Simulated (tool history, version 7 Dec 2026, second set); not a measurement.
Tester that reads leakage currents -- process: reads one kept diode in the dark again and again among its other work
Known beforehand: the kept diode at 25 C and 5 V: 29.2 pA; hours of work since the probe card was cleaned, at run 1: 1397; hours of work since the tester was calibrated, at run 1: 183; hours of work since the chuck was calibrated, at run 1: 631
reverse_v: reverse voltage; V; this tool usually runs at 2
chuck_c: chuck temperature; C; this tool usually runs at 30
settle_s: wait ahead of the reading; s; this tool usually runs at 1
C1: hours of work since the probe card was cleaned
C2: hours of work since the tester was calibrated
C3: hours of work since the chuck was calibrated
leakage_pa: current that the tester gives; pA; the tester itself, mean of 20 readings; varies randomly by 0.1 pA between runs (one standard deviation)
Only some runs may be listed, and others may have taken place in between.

Run 1, hour 0: usual settings; C1 1397; C2 183; C3 631. Result: leakage_pa 27.86 pA.
Run 2, hour 98.6: usual settings; C1 1438; C2 223; C3 671. Result: leakage_pa 27.77 pA.
Run 3, hour 165.9: usual settings; C1 1465; C2 251; C3 698. Result: leakage_pa 27.63 pA.
Run 4, hour 277: usual settings; C1 1510; C2 296; C3 743. Result: leakage_pa 27.3 pA.
At hour 304.1: chuck's temperature calibrated.
Run 5, hour 380.3: usual settings; C1 1551; C2 337; C3 31. Result: leakage_pa 31.84 pA.
Run 6, hour 494.2: usual settings but reverse_v 1.16 V; C1 1597; C2 383; C3 77. Result: leakage_pa 24.91 pA.
Run 7, hour 558.3: usual settings but reverse_v 1.16 V; C1 1623; C2 409; C3 103. Result: leakage_pa 24.69 pA.
Run 8, hour 665.7: usual settings but reverse_v 1.16 V; C1 1667; C2 453; C3 147. Result: leakage_pa 24.48 pA.
Run 9, hour 713.7: usual settings but reverse_v 1.16 V; C1 1687; C2 472; C3 166. Result: leakage_pa 24.59 pA.
Run 10, hour 812.4: usual settings but reverse_v 1.16 V; C1 1727; C2 512; C3 207. Result: leakage_pa 24.4 pA.
Run 11, hour 878.3: usual settings but reverse_v 1.16 V; C1 1753; C2 539; C3 233. Result: leakage_pa 24.24 pA.
Run 12, hour 963.4: usual settings but reverse_v 1.16 V; C1 1788; C2 574; C3 268. Result: leakage_pa 24.14 pA.
Run 13, hour 1025.9: usual settings but reverse_v 1.16 V; C1 1813; C2 599; C3 293. Result: leakage_pa 24.04 pA.
Run 14, hour 1104.1: usual settings but reverse_v 14.83 V; C1 1845; C2 631; C3 325. Result: leakage_pa 82.53 pA.
Run 15, hour 1172.4: usual settings but reverse_v 14.83 V; C1 1873; C2 659; C3 353. Result: leakage_pa 82.26 pA.
Run 16, hour 1227.5: usual settings but reverse_v 14.3 V; C1 1895; C2 681; C3 375. Result: leakage_pa 80.16 pA.
At hour 1245.3: probe card cleaned and baked.
Run 17, hour 1302.9: usual settings but reverse_v 14.3 V; C1 23; C2 710; C3 405. Result: leakage_pa 87.65 pA.
Run 18, hour 1351: usual settings but reverse_v 14.3 V; C1 43; C2 730; C3 424. Result: leakage_pa 87.42 pA.
Run 19, hour 1435.8: usual settings but reverse_v 12.22 V; C1 77; C2 764; C3 459. Result: leakage_pa 79.66 pA.
Run 20, hour 1529.3: usual settings but chuck_c 46 C; C1 115; C2 802; C3 497. Result: leakage_pa 88.71 pA.
Run 21, hour 1635.3: usual settings but reverse_v 10.17 V, chuck_c 54 C, settle_s 5 s; C1 158; C2 846; C3 540. Result: leakage_pa 298.31 pA.
At hour 1666: probe card cleaned and baked, once more.
Run 22, hour 1720.2: usual settings but reverse_v 10.17 V, chuck_c 26 C, settle_s 5 s; C1 22; C2 879; C3 573. Result: leakage_pa 38.69 pA.
Run 23, hour 1806.9: usual settings but reverse_v 2.37 V, chuck_c 43 C, settle_s 2.56 s; C1 57; C2 914; C3 608. Result: leakage_pa 73.06 pA.
Run 24, hour 1856.3: usual settings but reverse_v 2.37 V, chuck_c 43 C, settle_s 2.56 s; C1 77; C2 934; C3 628. Result: leakage_pa 72.14 pA.
Run 25, hour 1917.6: usual settings but settle_s 6.05 s; C1 102; C2 959; C3 653. Result: leakage_pa 26.3 pA.
Run 26, hour 1977.2: usual settings but chuck_c 24 C, settle_s 5.14 s; C1 126; C2 983; C3 677. Result: leakage_pa 16.42 pA.
Run 27, hour 2048: usual settings but reverse_v 6.8 V, chuck_c 23 C, settle_s 1.12 s; C1 155; C2 1012; C3 706. Result: leakage_pa 26.83 pA.
Run 28, hour 2148.5: usual settings but reverse_v 6.8 V, chuck_c 23 C, settle_s 1.12 s; C1 196; C2 1053; C3 747. Result: leakage_pa 26.85 pA.
At hour 2166.7: chuck's temperature calibrated.
Run 29, hour 2210.3: usual settings but reverse_v 17.62 V, settle_s 3 s; C1 220; C2 1077; C3 18. Result: leakage_pa 74.69 pA.
Run 30, hour 2268.4: usual settings but reverse_v 17.62 V, settle_s 3 s; C1 244; C2 1101; C3 41. Result: leakage_pa 74.67 pA.
Run 31, hour 2354.1: usual settings but reverse_v 17.62 V, settle_s 3 s; C1 279; C2 1136; C3 76. Result: leakage_pa 74.37 pA.
Run 32, hour 2425.9: usual settings but reverse_v 17.62 V, settle_s 3 s; C1 308; C2 1165; C3 105. Result: leakage_pa 74.7 pA.
Run 33, hour 2534.7: usual settings but reverse_v 10.21 V, chuck_c 33 C, settle_s 0.72 s; C1 352; C2 1209; C3 150. Result: leakage_pa 75.05 pA.
Run 34, hour 2599.5: usual settings but reverse_v 10.21 V, chuck_c 33 C, settle_s 0.72 s; C1 378; C2 1235; C3 176. Result: leakage_pa 74.79 pA.
Run 35, hour 2698.1: usual settings but reverse_v 10.21 V, chuck_c 33 C, settle_s 1.53 s; C1 419; C2 1275; C3 216. Result: leakage_pa 72.32 pA.
Run 36, hour 2787.2: usual settings but reverse_v 10.21 V, chuck_c 42 C, settle_s 2.75 s; C1 455; C2 1311; C3 252. Result: leakage_pa 133.29 pA.
Run 37, hour 2860.1: usual settings but reverse_v 10.21 V, chuck_c 42 C, settle_s 5.95 s; C1 484; C2 1341; C3 282. Result: leakage_pa 130.89 pA.
Run 38, hour 2947: usual settings but reverse_v 10.21 V, chuck_c 42 C, settle_s 5.95 s; C1 520; C2 1376; C3 317. Result: leakage_pa 130.74 pA.
Run 39, hour 3003: usual settings but reverse_v 1.19 V, chuck_c 41 C, settle_s 4.83 s; C1 542; C2 1399; C3 340. Result: leakage_pa 49.67 pA.
Run 40, hour 3101.5: usual settings but reverse_v 5.2 V, chuck_c 43 C, settle_s 3.48 s; C1 582; C2 1439; C3 380. Result: leakage_pa 104.42 pA.

What would each run have given without the hidden state, its run-to-run variation left as it was?
Hidden state present: stray current of the dirty probe card, pA a volt; current scale over the true one, %; true chuck temperature over the reading, C; drift of the gauge itself on leakage_pa, %.
run  leakage_pa
  1          30
  2        30.1
  3       30.07
  4       29.93
  5       29.95
  6       23.96
  7       23.85
  8       23.81
  9       23.99
 10       23.97
 11       23.93
 12       23.96
 13       23.96
 14       71.22
 15       71.11
 16       69.62
 17       69.51
 18       69.42
 19       64.86
 20       92.62
 21      306.33
 22       42.92
 23       81.02
 24       80.34
 25       29.64
 26       18.63
 27       30.04
 28       30.14
 29       73.35
 30       73.46
 31       73.38
 32       73.87
 33       75.83
 34       75.83
 35       73.71
 36      138.34
 37      136.58
 38      137.18
 39       53.17
 40      111.51
